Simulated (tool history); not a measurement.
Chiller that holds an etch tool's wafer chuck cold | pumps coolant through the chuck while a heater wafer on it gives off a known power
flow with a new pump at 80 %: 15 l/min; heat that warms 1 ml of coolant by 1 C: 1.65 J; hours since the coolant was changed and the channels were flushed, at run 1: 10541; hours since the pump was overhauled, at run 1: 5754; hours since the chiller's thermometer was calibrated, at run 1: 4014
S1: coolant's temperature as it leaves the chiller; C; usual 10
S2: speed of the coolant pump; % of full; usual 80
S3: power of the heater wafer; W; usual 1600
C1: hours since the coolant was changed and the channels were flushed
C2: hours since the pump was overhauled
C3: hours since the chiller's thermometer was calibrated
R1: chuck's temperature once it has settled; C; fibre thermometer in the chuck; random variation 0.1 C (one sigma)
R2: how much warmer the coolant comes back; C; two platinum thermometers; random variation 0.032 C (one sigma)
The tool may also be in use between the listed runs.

| run | hour | S1 | S2 | S3 | C1 | C2 | C3 | R1 | R2 |
|---|---|---|---|---|---|---|---|---|---|
| 1 | 0.0 | 10 | 80 | 1600 | 10541 | 5754 | 4014 | 24.0 | 4.30 |
| 2 | 126.2 | 10 | 80 | 1600 | 10668 | 5880 | 4140 | 23.9 | 4.25 |
| 3 | 242.5 | 10 | 80 | 1600 | 10784 | 5996 | 4256 | 24.0 | 4.35 |
|  | 306.8 | chiller's thermometer calibrated |
| 4 | 387.2 | 10 | 80 | 1600 | 10928 | 6140 | 80 | 24.0 | 4.24 |
| 5 | 526.9 | 10 | 80 | 1600 | 11067 | 6280 | 220 | 24.1 | 4.32 |
|  | 631.2 | coolant changed, channels flushed |
| 6 | 719.4 | 10 | 80 | 1600 | 88 | 6466 | 407 | 21.0 | 4.30 |
| 7 | 885.3 | 10 | 80 | 1600 | 254 | 6632 | 573 | 21.1 | 4.31 |
| 8 | 1037.6 | 10 | 80 | 1600 | 406 | 6784 | 725 | 21.3 | 4.40 |
| 9 | 1146.6 | 10 | 80 | 1300 | 515 | 6893 | 834 | 19.4 | 3.50 |
| 10 | 1262.8 | 10 | 80 | 1300 | 632 | 7009 | 950 | 19.2 | 3.50 |
| 11 | 1457.1 | 4 | 80 | 1600 | 826 | 7204 | 1144 | 15.5 | 4.37 |
| 12 | 1647.0 | 4 | 80 | 1600 | 1016 | 7394 | 1334 | 15.6 | 4.36 |
| 13 | 1755.3 | 10 | 80 | 1600 | 1124 | 7502 | 1442 | 21.4 | 4.39 |
| 14 | 1869.8 | 10 | 80 | 1600 | 1239 | 7616 | 1557 | 21.7 | 4.39 |
| 15 | 2054.7 | 10 | 80 | 1044 | 1424 | 7801 | 1742 | 17.7 | 2.90 |
| 16 | 2208.6 | 0 | 80 | 1600 | 1577 | 7955 | 1896 | 11.5 | 4.41 |
| 17 | 2380.2 | 17 | 88 | 1643 | 1749 | 8127 | 2067 | 28.3 | 4.12 |
| 18 | 2468.4 | 18 | 61 | 1878 | 1837 | 8215 | 2156 | 34.3 | 6.91 |
| 19 | 2575.7 | 18 | 61 | 1878 | 1945 | 8322 | 2263 | 34.5 | 6.98 |
| 20 | 2730.4 | 18 | 61 | 1878 | 2099 | 8477 | 2418 | 34.5 | 6.99 |
| 21 | 2893.9 | 11 | 67 | 1891 | 2263 | 8641 | 2581 | 26.7 | 6.44 |
| 22 | 3065.7 | 6 | 74 | 943 | 2435 | 8812 | 2753 | 13.6 | 2.93 |
| 23 | 3169.2 | 6 | 74 | 943 | 2538 | 8916 | 2856 | 13.5 | 2.86 |
| 24 | 3300.4 | 2 | 61 | 1002 | 2669 | 9047 | 2988 | 11.1 | 3.73 |
| 25 | 3476.9 | 2 | 67 | 1637 | 2846 | 9224 | 3164 | 15.9 | 5.67 |
| 26 | 3648.7 | 2 | 67 | 1637 | 3018 | 9395 | 3336 | 15.8 | 5.63 |
| 27 | 3803.0 | 18 | 67 | 1954 | 3172 | 9550 | 3490 | 34.8 | 6.66 |
| 28 | 3905.8 | 3 | 73 | 824 | 3275 | 9652 | 3593 | 9.9 | 2.58 |
| 29 | 4060.9 | 10 | 91 | 989 | 3430 | 9807 | 3748 | 17.1 | 2.46 |
| 30 | 4145.6 | 8 | 79 | 848 | 3514 | 9892 | 3833 | 14.9 | 2.48 |
| 31 | 4234.1 | 15 | 64 | 967 | 3603 | 9981 | 3921 | 23.8 | 3.55 |

4 ways to go on from here, each from the tool as it stands after run 31. What would each give?
| A | 4402.5 | 4 | 84 | 2295 | 3771 | 10149 | 4090 | ? | ? |
| B | 4402.5 | 7 | 85 | 967 | 3771 | 10149 | 4090 | ? | ? |
| C | 4402.5 | 1 | 94 | 895 | 3771 | 10149 | 4090 | ? | ? |
| D | 4402.5 | 6 | 69 | 967 | 3771 | 10149 | 4090 | ? | ? |

| run | R1 | R2 |
|---|---|---|
| A | 21.4 | 6.34 |
| B | 14.6 | 2.59 |
| C | 7.6 | 2.17 |
| D | 14.6 | 3.26 |
Without the tool's hidden state the same runs would have given:
| run | R1 | R2 |
|---|---|---|
| A | 18.4 | 5.33 |
| B | 13.2 | 2.17 |
| C | 6.4 | 1.82 |
| D | 13.0 | 2.74 |
